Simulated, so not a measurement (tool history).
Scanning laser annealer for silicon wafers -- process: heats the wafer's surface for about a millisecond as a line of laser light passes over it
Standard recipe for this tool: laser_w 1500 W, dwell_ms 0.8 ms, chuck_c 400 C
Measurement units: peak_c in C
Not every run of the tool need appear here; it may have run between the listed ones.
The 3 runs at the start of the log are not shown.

run	day	laser_w	dwell_ms	chuck_c	hours of work since the window was cleaned	hours of work since the power meter was calibrated	hours of work since the optics were aligned	peak_c
4	8.317	1500	0.657	400	127	1018	318	1146
5	10.617	1500	0.861	400	155	1046	346	1249
6	12.112	1572	0.8	400	173	1064	364	1269
7	15.467	1500	0.764	400	214	1104	405	1198
8	19.171	1500	0.764	400	259	1149	449	1192
9	21.375	1500	0.764	400	285	1176	476	1189
10	24.954	1500	0.764	400	329	1219	519	1187
11	27.625	1500	0.764	400	361	1252	552	1187
12	30.762	1500	0.764	400	399	1290	590	1183
# day 31.796: window over the wafer cleaned
13	33.279	1500	0.764	400	18	1319	619	1211
14	36.588	1500	0.8	400	58	1359	659	1224
15	38.458	1500	0.8	400	81	1382	682	1226
16	41.317	1500	0.64	418	115	1416	716	1155
17	43.208	1500	0.621	403	138	1439	739	1129
18	46.767	1500	0.96	400	181	1482	782	1288
19	48.404	1500	0.8	374	201	1502	802	1188
20	50.754	1500	0.8	374	229	1531	831	1180
21	52.95	1606	0.787	429	256	1557	857	1303
22	55.154	1500	0.799	420	283	1584	884	1226
23	57.179	1457	0.699	400	307	1608	908	1127
24	60.638	1457	0.699	400	349	1650	950	1122
25	64.271	1457	0.699	400	393	1694	994	1114

Expected results for the next run?
# day 65.929: window over the wafer cleaned
26	67.296	1457	0.699	400	17	1730	1030	?

{"run 26": {"peak_c": 1146}}
If the tool had no hidden condition, the same run with the same run-to-run variation would have returned peak_c 1154 C.

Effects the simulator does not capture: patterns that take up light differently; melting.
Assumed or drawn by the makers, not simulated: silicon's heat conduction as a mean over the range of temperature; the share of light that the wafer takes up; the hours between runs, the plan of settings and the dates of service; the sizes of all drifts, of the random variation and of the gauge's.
